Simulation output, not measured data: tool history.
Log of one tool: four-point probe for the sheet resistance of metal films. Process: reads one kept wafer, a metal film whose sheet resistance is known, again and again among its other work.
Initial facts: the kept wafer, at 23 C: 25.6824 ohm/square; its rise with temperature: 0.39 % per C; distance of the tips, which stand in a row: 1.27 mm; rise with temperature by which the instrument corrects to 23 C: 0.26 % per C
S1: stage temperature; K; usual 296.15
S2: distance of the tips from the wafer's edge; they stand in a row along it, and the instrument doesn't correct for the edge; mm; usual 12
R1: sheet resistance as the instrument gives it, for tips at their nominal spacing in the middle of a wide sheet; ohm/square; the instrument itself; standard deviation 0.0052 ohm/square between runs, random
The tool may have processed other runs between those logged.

run	hour	S1	S2	R1
1	0	296.15	12	26.068676
2	38.6	296.15	12	26.079703
3	64.1	296.15	12	26.074826
4	93.9	302.15	12	26.269483
5	113.5	296.15	5	26.779269
6	137.9	296.15	12	26.069651
7	166.3	296.15	12	26.081448
8	201.8	296.15	11	26.117129
9	242	296.15	11	26.114868
10	266.9	296.15	8	26.277494
11	286.3	296.15	12	26.084739
12	321.9	296.15	12	26.093015
13	348.5	294.15	12	26.024695
14	388.8	308.15	6	26.93291
15	414.6	296.15	16	26.025333
16	437.9	296.15	31	25.956184
17	480.3	296.15	31	25.961915
18	507.8	293.15	49	25.847613
# hour 512: stage's thermometer calibrated
19	529.2	294.15	11	25.95002
20	549.1	307.15	4	27.535673
21	589	307.15	4	27.533063
22	621.5	303.15	5	26.939192
23	657.1	296.15	50	25.844507
24	695	296.15	11	26.031365

Forecast each of these 5 alternatives for the next run:
A	737.3	305.15	6	?
B	737.3	296.15	12	?
C	737.3	293.15	8	?
D	737.3	296.15	38	?
E	737.3	296.15	54	?

run	R1
A	26.743814
B	26.001171
C	26.086539
D	25.856475
E	25.851285
The same runs, with their run-to-run variation unchanged, on a tool lacking any hidden condition would have given:
run	R1
A	26.579477
B	25.841005
C	25.925877
D	25.697137
E	25.691974
